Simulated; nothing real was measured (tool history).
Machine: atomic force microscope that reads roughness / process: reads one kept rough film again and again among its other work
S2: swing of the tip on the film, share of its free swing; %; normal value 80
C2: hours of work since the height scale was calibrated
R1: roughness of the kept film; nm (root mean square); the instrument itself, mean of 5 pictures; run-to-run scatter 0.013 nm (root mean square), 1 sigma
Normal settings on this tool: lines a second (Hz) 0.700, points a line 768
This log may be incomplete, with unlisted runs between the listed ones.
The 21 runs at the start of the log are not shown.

run 22 hour=293.0 | lines_a_second_(Hz)=2.082 S2=57 points_a_line=523 | pictures_with_this_tip=156 C2=194 | R1=2.897
run 23 hour=300.8 | lines_a_second_(Hz)=3.108 S2=86 points_a_line=602 | pictures_with_this_tip=170 C2=198 | R1=2.140
run 24 hour=309.2 | lines_a_second_(Hz)=2.732 S2=86 points_a_line=497 | pictures_with_this_tip=185 C2=203 | R1=2.211
run 25 hour=325.0 | lines_a_second_(Hz)=0.700 S2=80 points_a_line=402 | pictures_with_this_tip=214 C2=213 | R1=2.820
run 26 hour=342.3 | lines_a_second_(Hz)=3.364 S2=81 points_a_line=429 | pictures_with_this_tip=246 C2=223 | R1=2.196
run 27 hour=358.6 | lines_a_second_(Hz)=1.138 S2=80 points_a_line=623 | pictures_with_this_tip=276 C2=233 | R1=2.645
-- hour=366.9 new tip fitted
run 28 hour=368.3 | lines_a_second_(Hz)=1.138 S2=80 points_a_line=623 | pictures_with_this_tip=3 C2=238 | R1=2.875
run 29 hour=380.2 | lines_a_second_(Hz)=0.790 S2=67 points_a_line=456 | pictures_with_this_tip=24 C2=245 | R1=3.074
run 30 hour=397.9 | lines_a_second_(Hz)=0.553 S2=80 points_a_line=928 | pictures_with_this_tip=57 C2=256 | R1=3.012
run 31 hour=406.3 | lines_a_second_(Hz)=0.553 S2=64 points_a_line=928 | pictures_with_this_tip=72 C2=261 | R1=3.069

Forecast run 32:
run 32 hour=414.5 | lines_a_second_(Hz)=0.720 S2=56 points_a_line=315 | pictures_with_this_tip=87 C2=266 | R1=?

Run 32 gave R1 3.069 nm (root mean square).
With the hidden condition absent and the run-to-run variation left alone, this run would have shown R1 3.166 nm (root mean square).

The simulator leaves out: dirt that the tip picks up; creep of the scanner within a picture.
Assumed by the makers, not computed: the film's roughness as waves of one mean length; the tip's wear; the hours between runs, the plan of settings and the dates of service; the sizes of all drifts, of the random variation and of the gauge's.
